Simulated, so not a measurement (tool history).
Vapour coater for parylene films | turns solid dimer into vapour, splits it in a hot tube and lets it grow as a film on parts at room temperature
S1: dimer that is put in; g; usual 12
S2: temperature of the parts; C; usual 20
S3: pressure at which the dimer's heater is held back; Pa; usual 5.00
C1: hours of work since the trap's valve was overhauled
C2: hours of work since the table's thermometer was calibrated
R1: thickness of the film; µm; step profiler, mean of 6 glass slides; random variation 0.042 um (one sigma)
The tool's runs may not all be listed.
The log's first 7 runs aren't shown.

{"run": 8, "hour": 428.4, "S1": 12, "S2": 20, "S3": 5.0, "C1": 225, "C2": 1016, "R1": 5.97}
{"run": 9, "hour": 483.2, "S1": 12, "S2": 20, "S3": 5.0, "C1": 258, "C2": 1049, "R1": 5.97}
{"run": 10, "hour": 524.6, "S1": 12, "S2": 20, "S3": 5.0, "C1": 282, "C2": 1074, "R1": 5.92}
{"run": 11, "hour": 599.0, "S1": 12, "S2": 20, "S3": 5.0, "C1": 327, "C2": 1118, "R1": 5.8}
{"run": 12, "hour": 645.7, "S1": 12, "S2": 20, "S3": 5.0, "C1": 355, "C2": 1146, "R1": 5.74}
{"run": 13, "hour": 724.5, "S1": 12, "S2": 20, "S3": 5.0, "C1": 402, "C2": 1193, "R1": 5.67}
{"run": 14, "hour": 773.7, "S1": 12, "S2": 20, "S3": 5.0, "C1": 431, "C2": 1222, "R1": 5.71}
{"run": 15, "hour": 852.2, "S1": 12, "S2": 13, "S3": 5.0, "C1": 478, "C2": 1269, "R1": 6.86}
{"run": 16, "hour": 894.9, "S1": 12, "S2": 13, "S3": 5.0, "C1": 503, "C2": 1294, "R1": 6.7}
{"hour": 913.4, "done": "trap's valve overhauled"}
{"run": 17, "hour": 968.8, "S1": 12, "S2": 13, "S3": 5.0, "C1": 33, "C2": 1336, "R1": 7.68}
{"run": 18, "hour": 1018.4, "S1": 8, "S2": 13, "S3": 9.58, "C1": 63, "C2": 1366, "R1": 4.75}
{"run": 19, "hour": 1104.4, "S1": 12, "S2": 13, "S3": 5.0, "C1": 114, "C2": 1417, "R1": 7.64}
{"run": 20, "hour": 1176.0, "S1": 15, "S2": 17, "S3": 5.0, "C1": 157, "C2": 1460, "R1": 8.46}
{"run": 21, "hour": 1241.4, "S1": 12, "S2": 21, "S3": 5.0, "C1": 196, "C2": 1499, "R1": 5.97}
{"run": 22, "hour": 1306.0, "S1": 7, "S2": 21, "S3": 5.0, "C1": 234, "C2": 1537, "R1": 3.42}
{"run": 23, "hour": 1342.7, "S1": 6, "S2": 17, "S3": 8.94, "C1": 256, "C2": 1559, "R1": 3.06}
{"run": 24, "hour": 1414.5, "S1": 6, "S2": 17, "S3": 8.94, "C1": 299, "C2": 1602, "R1": 3.0}
{"run": 25, "hour": 1489.7, "S1": 6, "S2": 17, "S3": 8.94, "C1": 344, "C2": 1647, "R1": 2.99}
{"run": 26, "hour": 1559.7, "S1": 16, "S2": 17, "S3": 8.94, "C1": 386, "C2": 1689, "R1": 7.86}
{"run": 27, "hour": 1622.8, "S1": 5, "S2": 16, "S3": 3.53, "C1": 423, "C2": 1726, "R1": 2.75}
{"run": 28, "hour": 1702.8, "S1": 10, "S2": 17, "S3": 6.87, "C1": 471, "C2": 1774, "R1": 4.94}
{"hour": 1774.4, "done": "trap's valve overhauled"}
{"run": 29, "hour": 1790.1, "S1": 12, "S2": 20, "S3": 2.98, "C1": 9, "C2": 1824, "R1": 6.9}
{"run": 30, "hour": 1870.3, "S1": 12, "S2": 20, "S3": 2.98, "C1": 57, "C2": 1872, "R1": 6.77}
{"run": 31, "hour": 1917.3, "S1": 18, "S2": 20, "S3": 2.98, "C1": 85, "C2": 1900, "R1": 10.09}

Forecast each of these 5 alternatives for the next run:
{"run": "A", "hour": 2006.9, "S1": 8, "S2": 21, "S3": 3.53, "C1": 139, "C2": 1953, "R1": "?"}
{"run": "B", "hour": 2006.9, "S1": 16, "S2": 16, "S3": 8.09, "C1": 139, "C2": 1953, "R1": "?"}
{"run": "C", "hour": 2006.9, "S1": 21, "S2": 20, "S3": 3.67, "C1": 139, "C2": 1953, "R1": "?"}
{"run": "D", "hour": 2006.9, "S1": 13, "S2": 22, "S3": 10.71, "C1": 139, "C2": 1953, "R1": "?"}
{"run": "E", "hour": 2006.9, "S1": 7, "S2": 25, "S3": 2.31, "C1": 139, "C2": 1953, "R1": "?"}

run=A R1=4.25
run=B R1=8.72
run=C R1=11.41
run=D R1=5.80
run=E R1=3.45
Without the tool's hidden state the same runs would have given:
run=A R1=4.27
run=B R1=8.78
run=C R1=11.49
run=D R1=5.84
run=E R1=3.47
